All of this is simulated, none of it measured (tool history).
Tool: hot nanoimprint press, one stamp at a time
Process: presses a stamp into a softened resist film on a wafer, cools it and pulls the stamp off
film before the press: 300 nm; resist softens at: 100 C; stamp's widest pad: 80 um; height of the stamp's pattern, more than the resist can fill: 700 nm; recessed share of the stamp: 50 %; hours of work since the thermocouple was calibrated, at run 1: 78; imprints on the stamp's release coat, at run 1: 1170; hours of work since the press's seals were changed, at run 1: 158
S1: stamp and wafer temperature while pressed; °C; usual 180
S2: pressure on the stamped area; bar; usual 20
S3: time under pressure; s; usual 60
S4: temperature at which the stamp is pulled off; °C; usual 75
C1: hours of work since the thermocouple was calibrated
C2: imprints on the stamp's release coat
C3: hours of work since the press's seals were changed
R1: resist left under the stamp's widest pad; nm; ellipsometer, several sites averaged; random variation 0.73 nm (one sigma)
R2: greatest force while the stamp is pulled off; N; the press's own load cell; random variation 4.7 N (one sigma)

{"run": 1, "hour": 0.0, "S1": 180, "S2": 20, "S3": 60, "S4": 75, "C1": 78, "C2": 1170, "C3": 158, "R1": 173.8, "R2": 284}
{"run": 2, "hour": 9.4, "S1": 180, "S2": 20, "S3": 60, "S4": 75, "C1": 82, "C2": 1196, "C3": 162, "R1": 172.9, "R2": 306}
{"run": 3, "hour": 15.9, "S1": 180, "S2": 20, "S3": 60, "S4": 75, "C1": 85, "C2": 1213, "C3": 165, "R1": 173.2, "R2": 302}
{"run": 4, "hour": 21.1, "S1": 180, "S2": 20, "S3": 60, "S4": 75, "C1": 87, "C2": 1227, "C3": 168, "R1": 173.3, "R2": 307}
{"run": 5, "hour": 30.4, "S1": 179, "S2": 20, "S3": 60, "S4": 75, "C1": 91, "C2": 1253, "C3": 172, "R1": 182, "R2": 296}
{"run": 6, "hour": 35.2, "S1": 180, "S2": 20, "S3": 66, "S4": 75, "C1": 94, "C2": 1266, "C3": 174, "R1": 168.4, "R2": 316}
{"run": 7, "hour": 44.3, "S1": 180, "S2": 20, "S3": 66, "S4": 75, "C1": 98, "C2": 1290, "C3": 178, "R1": 167.2, "R2": 301}
{"run": 8, "hour": 49.6, "S1": 180, "S2": 20, "S3": 66, "S4": 75, "C1": 100, "C2": 1305, "C3": 180, "R1": 168.9, "R2": 300}
{"run": 9, "hour": 57.8, "S1": 180, "S2": 20, "S3": 107, "S4": 75, "C1": 104, "C2": 1327, "C3": 184, "R1": 142.2, "R2": 309}
{"run": 10, "hour": 63.1, "S1": 180, "S2": 20, "S3": 107, "S4": 75, "C1": 106, "C2": 1341, "C3": 186, "R1": 140.5, "R2": 318}
{"run": 11, "hour": 74.1, "S1": 180, "S2": 20, "S3": 107, "S4": 75, "C1": 111, "C2": 1371, "C3": 191, "R1": 140.9, "R2": 307}
{"run": 12, "hour": 79.5, "S1": 171, "S2": 20, "S3": 60, "S4": 75, "C1": 113, "C2": 1386, "C3": 194, "R1": 235, "R2": 312}
{"run": 13, "hour": 90.0, "S1": 171, "S2": 20, "S3": 60, "S4": 75, "C1": 118, "C2": 1414, "C3": 198, "R1": 235.4, "R2": 309}
{"run": 14, "hour": 99.8, "S1": 171, "S2": 20, "S3": 60, "S4": 75, "C1": 123, "C2": 1440, "C3": 203, "R1": 235.8, "R2": 313}
{"run": 15, "hour": 107.1, "S1": 180, "S2": 20, "S3": 60, "S4": 75, "C1": 126, "C2": 1460, "C3": 206, "R1": 174.5, "R2": 313}
{"run": 16, "hour": 117.7, "S1": 180, "S2": 20, "S3": 60, "S4": 75, "C1": 131, "C2": 1489, "C3": 211, "R1": 173.7, "R2": 321}
{"run": 17, "hour": 125.0, "S1": 171, "S2": 22.4, "S3": 65, "S4": 64, "C1": 134, "C2": 1509, "C3": 214, "R1": 227.1, "R2": 375}
{"run": 18, "hour": 129.9, "S1": 169, "S2": 20.8, "S3": 60, "S4": 75, "C1": 136, "C2": 1522, "C3": 216, "R1": 248, "R2": 328}
{"run": 19, "hour": 138.3, "S1": 176, "S2": 18, "S3": 60, "S4": 75, "C1": 140, "C2": 1545, "C3": 220, "R1": 206.6, "R2": 319}
{"run": 20, "hour": 145.6, "S1": 176, "S2": 18, "S3": 60, "S4": 75, "C1": 143, "C2": 1565, "C3": 223, "R1": 210, "R2": 323}
{"run": 21, "hour": 157.4, "S1": 176, "S2": 18, "S3": 60, "S4": 75, "C1": 148, "C2": 1597, "C3": 228, "R1": 208.2, "R2": 319}
{"run": 22, "hour": 167.6, "S1": 176, "S2": 18, "S3": 60, "S4": 75, "C1": 153, "C2": 1624, "C3": 233, "R1": 207.5, "R2": 325}
{"run": 23, "hour": 174.8, "S1": 180, "S2": 14.6, "S3": 112, "S4": 75, "C1": 156, "C2": 1644, "C3": 236, "R1": 158.4, "R2": 320}
{"run": 24, "hour": 186.5, "S1": 191, "S2": 14.9, "S3": 60, "S4": 75, "C1": 161, "C2": 1675, "C3": 241, "R1": 121.8, "R2": 316}
{"run": 25, "hour": 195.3, "S1": 191, "S2": 14.9, "S3": 60, "S4": 77, "C1": 165, "C2": 1699, "C3": 245, "R1": 122, "R2": 321}
{"run": 26, "hour": 202.5, "S1": 191, "S2": 14.9, "S3": 60, "S4": 77, "C1": 168, "C2": 1718, "C3": 249, "R1": 123.5, "R2": 318}
{"run": 27, "hour": 214.0, "S1": 191, "S2": 14.9, "S3": 60, "S4": 77, "C1": 174, "C2": 1750, "C3": 254, "R1": 122.9, "R2": 330}
{"run": 28, "hour": 219.6, "S1": 170, "S2": 21.6, "S3": 61, "S4": 76, "C1": 176, "C2": 1765, "C3": 256, "R1": 240.4, "R2": 330}
{"run": 29, "hour": 227.9, "S1": 172, "S2": 20, "S3": 60, "S4": 67, "C1": 180, "C2": 1787, "C3": 260, "R1": 229.5, "R2": 396}
{"run": 30, "hour": 238.1, "S1": 189, "S2": 20, "S3": 119, "S4": 75, "C1": 184, "C2": 1815, "C3": 265, "R1": 89.2, "R2": 348}
{"run": 31, "hour": 249.1, "S1": 189, "S2": 18.4, "S3": 108, "S4": 75, "C1": 189, "C2": 1845, "C3": 269, "R1": 96, "R2": 347}

Forecast each of these 3 alternatives for the next run:
{"run": "A", "hour": 259.2, "S1": 189, "S2": 13.9, "S3": 45, "S4": 68, "C1": 194, "C2": 1872, "C3": 274, "R1": "?", "R2": "?"}
{"run": "B", "hour": 259.2, "S1": 185, "S2": 18.4, "S3": 108, "S4": 69, "C1": 194, "C2": 1872, "C3": 274, "R1": "?", "R2": "?"}
{"run": "C", "hour": 259.2, "S1": 189, "S2": 20, "S3": 60, "S4": 68, "C1": 194, "C2": 1872, "C3": 274, "R1": "?", "R2": "?"}

run=A R1=154.1 R2=394
run=B R1=114.5 R2=362
run=C R1=119.7 R2=391
Without the tool's hidden state the same runs would have given:
run=A R1=151.2 R2=262
run=B R1=111.6 R2=241
run=C R1=116.8 R2=261
